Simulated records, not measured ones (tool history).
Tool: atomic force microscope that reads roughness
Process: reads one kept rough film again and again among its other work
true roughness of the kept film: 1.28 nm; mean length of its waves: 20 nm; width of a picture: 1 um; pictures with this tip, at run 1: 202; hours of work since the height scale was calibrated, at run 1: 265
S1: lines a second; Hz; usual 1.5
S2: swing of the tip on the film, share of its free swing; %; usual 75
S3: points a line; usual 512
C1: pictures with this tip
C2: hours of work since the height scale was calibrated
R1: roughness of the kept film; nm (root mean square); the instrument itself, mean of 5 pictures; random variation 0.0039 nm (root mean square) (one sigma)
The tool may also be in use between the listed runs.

run	hour	S1	S2	S3	C1	C2	R1
1	0	1.5	75	512	202	265	1.061
2	10.3	1.5	82	512	212	271	1.03
3	19.9	1.5	82	512	222	278	1.026
4	30.8	1.5	82	512	232	284	1.026
5	36.9	1.5	75	512	238	288	1.052
6	46.1	1.5	75	512	248	294	1.05
7	51.7	1.5	75	512	253	298	1.046
8	58.1	1.5	75	512	259	302	1.053
9	64.1	1.5	75	512	265	306	1.046
10	70.2	1.5	75	512	271	309	1.047
11	77.7	1.5	75	512	279	314	1.04
# hour 84.2: new tip fitted
12	86	3.9	58	433	2	319	1.118
13	95.2	0.92	65	314	11	325	1.152
# hour 96.7: height scale calibrated on a step standard
14	105.2	1.5	62	347	20	5	1.145
15	113.9	1.63	62	426	28	11	1.144
16	119.1	1.63	62	426	33	14	1.15
17	129.7	1.63	62	426	44	21	1.14
18	137.6	1.63	62	426	52	26	1.137
19	147.8	1.63	62	426	62	32	1.131
20	154.6	1.63	62	426	68	37	1.137
# hour 157.5: height scale calibrated on a step standard, once more
21	164.9	0.54	78	293	78	5	1.116
22	174.3	0.74	76	512	87	11	1.122

5 ways to go on from here, each from the tool as it stands after run 22. What would each give?
A	183.6	0.78	78	512	96	17	?
B	183.6	0.74	84	512	96	17	?
C	183.6	1.5	82	323	96	17	?
D	183.6	0.74	88	512	96	17	?
E	183.6	1.16	73	315	96	17	?

run	R1
A	1.118
B	1.101
C	1.039
D	1.088
E	1.097
Without the tool's hidden state the same runs would have given:
run	R1
A	1.143
B	1.126
C	1.062
D	1.113
E	1.122
